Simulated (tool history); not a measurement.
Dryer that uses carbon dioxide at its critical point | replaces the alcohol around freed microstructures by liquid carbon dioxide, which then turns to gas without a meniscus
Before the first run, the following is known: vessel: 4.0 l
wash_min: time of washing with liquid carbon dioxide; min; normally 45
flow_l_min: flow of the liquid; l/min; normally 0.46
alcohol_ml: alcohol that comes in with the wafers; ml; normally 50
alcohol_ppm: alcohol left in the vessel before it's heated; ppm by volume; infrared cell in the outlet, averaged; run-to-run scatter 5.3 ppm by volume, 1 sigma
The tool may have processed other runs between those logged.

| run | hour | wash_min | flow_l_min | alcohol_ml | alcohol_ppm |
|---|---|---|---|---|---|
| 1 | 0 | 45 | 0.46 | 50 | 150 |
| 2 | 20.1 | 45 | 0.46 | 108 | 330 |
| 3 | 55.3 | 45 | 0.46 | 108 | 339 |
| 4 | 72.2 | 58 | 0.46 | 50 | 59 |
| 5 | 109.1 | 58 | 0.46 | 50 | 54 |
| 6 | 134.7 | 58 | 0.46 | 50 | 65 |
| 7 | 155.2 | 45 | 0.46 | 50 | 176 |
| 8 | 175.2 | 45 | 0.46 | 50 | 185 |
| 9 | 213.4 | 45 | 0.46 | 50 | 193 |
| 10 | 231.2 | 45 | 0.3 | 50 | 861 |
| 11 | 259.5 | 45 | 0.3 | 50 | 863 |
| 12 | 275.5 | 45 | 0.3 | 50 | 854 |
|  | 283.6 | inlet filter changed |
| 13 | 309.7 | 45 | 0.473 | 50 | 116 |
| 14 | 334.4 | 45 | 0.473 | 50 | 125 |
| 15 | 361.5 | 45 | 0.46 | 50 | 151 |
| 16 | 380.7 | 45 | 0.387 | 50 | 286 |
| 17 | 400.9 | 45 | 0.46 | 50 | 144 |
| 18 | 436.2 | 45 | 0.46 | 50 | 161 |
| 19 | 459.2 | 45 | 0.46 | 50 | 162 |
| 20 | 479.5 | 32 | 0.421 | 77 | 1105 |
| 21 | 516.9 | 32 | 0.421 | 77 | 1134 |
| 22 | 542.8 | 41 | 0.421 | 41 | 284 |
| 23 | 565.7 | 41 | 0.421 | 41 | 296 |
| 24 | 589.5 | 41 | 0.421 | 41 | 314 |
| 25 | 625.7 | 43 | 0.442 | 112 | 553 |
| 26 | 652.2 | 43 | 0.302 | 44 | 792 |
| 27 | 673.7 | 45 | 0.354 | 50 | 516 |
| 28 | 703.4 | 38 | 0.283 | 41 | 1238 |
| 29 | 727.1 | 29 | 0.312 | 52 | 2136 |
| 30 | 751.7 | 27 | 0.493 | 50 | 912 |
|  | 761.4 | inlet filter changed |
| 31 | 783.7 | 35 | 0.517 | 50 | 243 |
| 32 | 799.9 | 36 | 0.769 | 50 | 55 |
| 33 | 835.8 | 29 | 0.46 | 50 | 669 |
| 34 | 863.4 | 29 | 0.46 | 50 | 681 |
| 35 | 901.7 | 29 | 0.46 | 50 | 695 |
| 36 | 917.7 | 52 | 0.562 | 26 | 60 |
| 37 | 951.3 | 52 | 0.464 | 88 | 170 |

Hidden state or all else? Some run-to-run changes of alcohol_ppm, split into what the settings, what came in and random variation would give without the hidden state, and what is left for the hidden state (with any gauge scatter that isn't in both results):
Unlogged tool condition in this case: flow that reaches the vessel past the clogged filter, %; alcohol in the recycled carbon dioxide, ppm; drift of the gauge itself on alcohol_ppm, %.
Run 9 -> 10: flow_l_min 0.46 -> 0.3. alcohol_ppm +668 ppm by volume: hidden state +170, all else +498.
Run 12 -> 13: flow_l_min 0.3 -> 0.473, inlet filter changed. alcohol_ppm -738 ppm by volume: hidden state -250, all else -488.
Run 19 -> 20: wash_min 45 -> 32, flow_l_min 0.46 -> 0.421, alcohol_ml 50 -> 77. alcohol_ppm +943 ppm by volume: hidden state +124, all else +819.
Run 28 -> 29: wash_min 38 -> 29, flow_l_min 0.283 -> 0.312, alcohol_ml 41 -> 52. alcohol_ppm +898 ppm by volume: hidden state +155, all else +743.
Run 29 -> 30: wash_min 29 -> 27, flow_l_min 0.312 -> 0.493, alcohol_ml 52 -> 50. alcohol_ppm -1224 ppm by volume: hidden state -160, all else -1064.
Run 30 -> 31: wash_min 27 -> 35, flow_l_min 0.493 -> 0.517, inlet filter changed. alcohol_ppm -669 ppm by volume: hidden state -255, all else -414.
